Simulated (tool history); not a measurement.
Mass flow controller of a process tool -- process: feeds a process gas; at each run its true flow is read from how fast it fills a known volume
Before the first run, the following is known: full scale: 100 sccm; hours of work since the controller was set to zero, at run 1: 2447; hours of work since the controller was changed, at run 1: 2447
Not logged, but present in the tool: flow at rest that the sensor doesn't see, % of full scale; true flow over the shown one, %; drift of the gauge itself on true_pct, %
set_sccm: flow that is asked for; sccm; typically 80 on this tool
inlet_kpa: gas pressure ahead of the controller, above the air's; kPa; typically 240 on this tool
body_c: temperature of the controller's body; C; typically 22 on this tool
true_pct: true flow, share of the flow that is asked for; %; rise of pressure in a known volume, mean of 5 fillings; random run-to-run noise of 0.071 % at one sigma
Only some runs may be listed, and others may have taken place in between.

run     hour  set_sccm  inlet_kpa  body_c  hours of work since the controller was set to zero  hours of work since the controller was changed  true_pct
  1        0        80        240      22                                                2447                                            2447     99.24
  2    241.5        80        240      22                                                2602                                            2602     99.23
  3    627.3        80        240      22                                                2849                                            2849     99.33
  4    970.6        80        240      22                                                3069                                            3069      99.4
  5   1146.6        80        240      22                                                3182                                            3182     99.26
  6   1342.5        80        240      22                                                3308                                            3308     99.12
  7   1732.8        80        240      22                                                3558                                            3558     99.13
  8   2027.7        80        240      22                                                3747                                            3747     99.15
  9     2405        80        160      22                                                3988                                            3988     98.38
 10   2566.3        80        160      22                                                4092                                            4092     98.48
 11   2831.2        80        154      22                                                4261                                            4261     98.23
 12   3038.8        80        154      22                                                4394                                            4394     98.21
 13   3410.8        42        240      22                                                4633                                            4633     98.76
 14   3626.7        42        240      22                                                4771                                            4771     98.73
 15   4016.4        42        240      22                                                5021                                            5021     98.51
 16   4380.3        19        240      22                                                5254                                            5254     99.18
 17   4728.2        54        240      22                                                5477                                            5477     98.53
 18   4953.6        54        240      22                                                5621                                            5621     98.54
 19     5185        54        240      22                                                5770                                            5770     98.45
 20   5534.3        54        240      22                                                5994                                            5994     98.38
 21   5756.9        54        240      22                                                6136                                            6136     98.43
 22   5963.5        54        240      22                                                6269                                            6269     98.23
 23   6350.6        54        240      22                                                6517                                            6517     98.36
 24   6564.4        80        156      22                                                6654                                            6654     97.55
 25   6741.4        80        156      22                                                6767                                            6767     97.63
 26   6938.9        24        230      39                                                6894                                            6894      98.1
 27   7218.9        24        230      39                                                7073                                            7073     98.12
 28   7453.8        55        230      39                                                7224                                            7224     97.63
 29   7795.8        37        157      34                                                7443                                            7443     97.24
 30   8034.1        37        164      23                                                7595                                            7595     97.42
 31   8393.9        20        164      23                                                7826                                            7826      98.3
 32   8629.3        81        164      20                                                7977                                            7977      97.4
 33     8891        81        247      26                                                8144                                            8144     97.78
 34   9069.7        92        153      31                                                8259                                            8259     96.98
      9297.8  -- controller's zero set anew
 35   9455.2        92        153      31                                                 101                                            8506     96.61
 36   9679.2        33        270      20                                                 244                                            8649     97.22
 37  10014.8        30        245      39                                                 459                                            8864     96.51
 38  10307.4        28        265      22                                                 647                                            9052     97.08
 39  10596.9        58        208      25                                                 832                                            9237     96.69
 40    10797        90        154      22                                                 961                                            9365     96.58
     11135.2  -- controller exchanged for a calibrated one
 41  11181.3        90        154      22                                                  30                                              30     99.61
 42  11501.9        24        278      35                                                 235                                             235     99.52
 43    11880        15        201      37                                                 477                                             477      98.9
 44  12128.6        22        164      23                                                 637                                             637     98.96
 45  12316.9        22        171      23                                                 757                                             757      98.9
 46    12573        62        151      27                                                 921                                             921     98.98
 47  12931.4        62        151      36                                                1151                                            1151     98.66
 48  13195.7        62        151      36                                                1320                                            1320     98.57

A few steps of true_pct between consecutive runs. Split each: what settings, incoming material and random variation would produce without the hidden state, and what is left over for the hidden state, along with gauge scatter present in only one of the two compared results (measured, and without hidden state):
Run 16 -> 17: set_sccm 19 -> 54. true_pct -0.65 %: hidden state -1, all else +0.35.
Run 30 -> 31: set_sccm 37 -> 20. true_pct +0.88 %: hidden state +0.89, all else -0.01.
Run 31 -> 32: set_sccm 20 -> 81, body_c 23 -> 20. true_pct -0.9 %: hidden state -1.55, all else +0.65.
Run 40 -> 41: controller exchanged for a calibrated one. true_pct +3.03 %: hidden state +2.98, all else +0.05.
